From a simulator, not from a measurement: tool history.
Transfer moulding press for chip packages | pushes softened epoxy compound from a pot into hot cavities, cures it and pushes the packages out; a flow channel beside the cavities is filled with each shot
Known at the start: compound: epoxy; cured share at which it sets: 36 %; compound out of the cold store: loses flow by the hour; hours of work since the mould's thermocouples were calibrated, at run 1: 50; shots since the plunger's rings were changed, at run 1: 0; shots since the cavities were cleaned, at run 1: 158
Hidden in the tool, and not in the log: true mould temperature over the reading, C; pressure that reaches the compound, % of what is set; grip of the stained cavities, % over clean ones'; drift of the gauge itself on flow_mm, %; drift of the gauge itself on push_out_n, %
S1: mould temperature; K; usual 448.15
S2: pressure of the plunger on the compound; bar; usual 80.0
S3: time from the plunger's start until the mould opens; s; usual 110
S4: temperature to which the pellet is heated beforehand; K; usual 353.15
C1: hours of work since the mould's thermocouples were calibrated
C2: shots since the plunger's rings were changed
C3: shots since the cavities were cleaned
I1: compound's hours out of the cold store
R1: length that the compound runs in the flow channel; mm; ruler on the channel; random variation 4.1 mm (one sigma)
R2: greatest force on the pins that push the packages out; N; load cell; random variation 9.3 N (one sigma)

| run | hour | S1 | S2 | S3 | S4 | C1 | C2 | C3 | I1 | R1 | R2 |
|---|---|---|---|---|---|---|---|---|---|---|---|
| 1 | 0.0 | 448.15 | 80.0 | 110 | 353.15 | 50 | 0 | 158 | 40.3 | 539 | 478 |
| 2 | 7.6 | 448.15 | 80.0 | 118 | 353.15 | 56 | 107 | 265 | 34.3 | 558 | 464 |
| 3 | 14.4 | 448.15 | 80.0 | 118 | 353.15 | 62 | 202 | 360 | 28.6 | 580 | 502 |
| 4 | 22.9 | 448.15 | 80.0 | 118 | 353.15 | 68 | 321 | 479 | 25.8 | 588 | 528 |
| 5 | 29.1 | 448.15 | 72.9 | 118 | 353.15 | 73 | 408 | 566 | 42.3 | 503 | 527 |
| 6 | 37.9 | 448.15 | 72.9 | 118 | 353.15 | 80 | 533 | 691 | 23.2 | 572 | 572 |
| 7 | 41.8 | 448.15 | 80.0 | 124 | 353.15 | 83 | 586 | 744 | 11.2 | 636 | 565 |
| 8 | 46.7 | 448.15 | 80.0 | 124 | 353.15 | 87 | 656 | 814 | 20.8 | 607 | 561 |
| 9 | 53.8 | 448.15 | 80.0 | 124 | 353.15 | 93 | 756 | 914 | 13.0 | 626 | 574 |
| 10 | 59.2 | 448.15 | 80.0 | 110 | 353.15 | 97 | 832 | 990 | 30.1 | 570 | 655 |
|  | 68.5 | cavities cleaned with cleaning compound and waxed |
| 11 | 69.6 | 448.15 | 80.0 | 110 | 353.15 | 104 | 956 | 15 | 45.9 | 515 | 732 |
| 12 | 74.1 | 448.15 | 80.0 | 145 | 353.15 | 108 | 1019 | 78 | 41.0 | 529 | 597 |
| 13 | 78.3 | 448.15 | 80.0 | 118 | 353.15 | 111 | 1078 | 137 | 38.0 | 537 | 680 |
| 14 | 83.0 | 448.15 | 80.0 | 149 | 353.15 | 115 | 1144 | 203 | 32.2 | 556 | 544 |
| 15 | 92.0 | 448.15 | 80.0 | 149 | 353.15 | 122 | 1271 | 330 | 10.9 | 636 | 566 |
| 16 | 97.1 | 448.15 | 80.0 | 149 | 353.15 | 126 | 1342 | 401 | 37.4 | 537 | 566 |
|  | 101.0 | cavities cleaned with cleaning compound and waxed, once more |
| 17 | 107.9 | 445.15 | 81.1 | 110 | 352.15 | 133 | 1473 | 97 | 46.8 | 523 | 530 |
| 18 | 116.9 | 442.15 | 79.1 | 104 | 351.15 | 140 | 1600 | 224 | 29.8 | 579 | 949 |
| 19 | 124.0 | 443.15 | 80.0 | 116 | 351.15 | 146 | 1699 | 323 | 19.8 | 608 | 769 |
| 20 | 132.8 | 443.15 | 80.0 | 116 | 351.15 | 153 | 1823 | 447 | 40.2 | 541 | 724 |
| 21 | 139.7 | 442.15 | 80.0 | 110 | 353.15 | 159 | 1919 | 543 | 32.3 | 572 | 942 |
| 22 | 144.3 | 452.15 | 92.7 | 105 | 362.15 | 162 | 1984 | 608 | 33.9 | 580 | 516 |
| 23 | 150.5 | 452.15 | 92.7 | 105 | 362.15 | 167 | 2071 | 695 | 42.8 | 550 | 534 |
| 24 | 154.8 | 441.15 | 80.0 | 115 | 353.15 | 170 | 2132 | 756 | 45.5 | 521 | 932 |
| 25 | 164.1 | 441.15 | 80.0 | 115 | 353.15 | 178 | 2263 | 887 | 33.8 | 567 | 1039 |
| 26 | 172.4 | 448.15 | 75.9 | 140 | 353.15 | 184 | 2379 | 1003 | 29.8 | 544 | 522 |
|  | 180.5 | cavities cleaned with cleaning compound and waxed |
| 27 | 182.6 | 448.15 | 75.9 | 140 | 353.15 | 191 | 2501 | 29 | 18.2 | 576 | 345 |
| 28 | 190.4 | 448.15 | 80.0 | 110 | 343.15 | 197 | 2610 | 138 | 36.9 | 540 | 498 |
| 29 | 197.4 | 448.15 | 80.0 | 110 | 343.15 | 203 | 2709 | 237 | 26.7 | 567 | 562 |

4 ways to go on from here, each from the tool as it stands after run 29. What would each give?
| A | 201.3 | 451.15 | 80.0 | 110 | 343.15 | 206 | 2763 | 291 | 43.3 | ? | ? |
| B | 201.3 | 445.15 | 62.7 | 110 | 353.15 | 206 | 2763 | 291 | 27.4 | ? | ? |
| C | 201.3 | 456.15 | 80.0 | 132 | 353.15 | 206 | 2763 | 291 | 10.1 | ? | ? |
| D | 201.3 | 451.15 | 80.0 | 134 | 350.15 | 206 | 2763 | 291 | 42.3 | ? | ? |

| run | R1 | R2 |
|---|---|---|
| A | 509 | 459 |
| B | 502 | 678 |
| C | 609 | 391 |
| D | 513 | 403 |
Without the tool's hidden state the same runs would have given:
| run | R1 | R2 |
|---|---|---|
| A | 523 | 354 |
| B | 515 | 517 |
| C | 626 | 305 |
| D | 527 | 313 |
